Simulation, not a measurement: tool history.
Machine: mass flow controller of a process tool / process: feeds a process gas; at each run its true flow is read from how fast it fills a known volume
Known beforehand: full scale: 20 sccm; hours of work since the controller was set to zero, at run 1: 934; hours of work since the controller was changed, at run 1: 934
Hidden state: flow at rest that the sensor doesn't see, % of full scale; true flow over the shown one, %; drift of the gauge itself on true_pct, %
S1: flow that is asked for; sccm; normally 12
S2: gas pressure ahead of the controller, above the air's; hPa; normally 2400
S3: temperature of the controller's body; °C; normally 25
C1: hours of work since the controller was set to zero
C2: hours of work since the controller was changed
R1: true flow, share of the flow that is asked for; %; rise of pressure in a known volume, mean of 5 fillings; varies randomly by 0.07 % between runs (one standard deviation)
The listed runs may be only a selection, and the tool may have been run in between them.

run,hour,S1,S2,S3,C1,C2,R1
1,0.0,12,2400,25,934,934,97.65
2,173.4,12,2400,38,1038,1038,98.20
3,297.7,12,2400,38,1112,1112,98.10
4,459.7,12,2400,38,1209,1209,97.88
5,581.5,12,2400,38,1281,1281,98.11
6,694.9,9,2400,25,1349,1349,96.63
7,816.3,9,2400,25,1422,1422,96.54
8,996.9,2,1900,36,1530,1530,92.86
9,1164.2,2,1900,36,1629,1629,92.61
10,1271.1,12,1840,23,1693,1693,97.08
11,1461.4,19,2400,25,1807,1807,98.36
12,1616.7,19,2400,25,1900,1900,98.40
13,1799.2,18,1910,22,2009,2009,98.17

Each run again, without the hidden state but with its own random variation kept:
run,R1
1,98.56
2,99.18
3,99.14
4,98.99
5,99.27
6,98.03
7,98.00
8,97.37
9,97.37
10,98.55
11,99.64
12,99.73
13,99.61

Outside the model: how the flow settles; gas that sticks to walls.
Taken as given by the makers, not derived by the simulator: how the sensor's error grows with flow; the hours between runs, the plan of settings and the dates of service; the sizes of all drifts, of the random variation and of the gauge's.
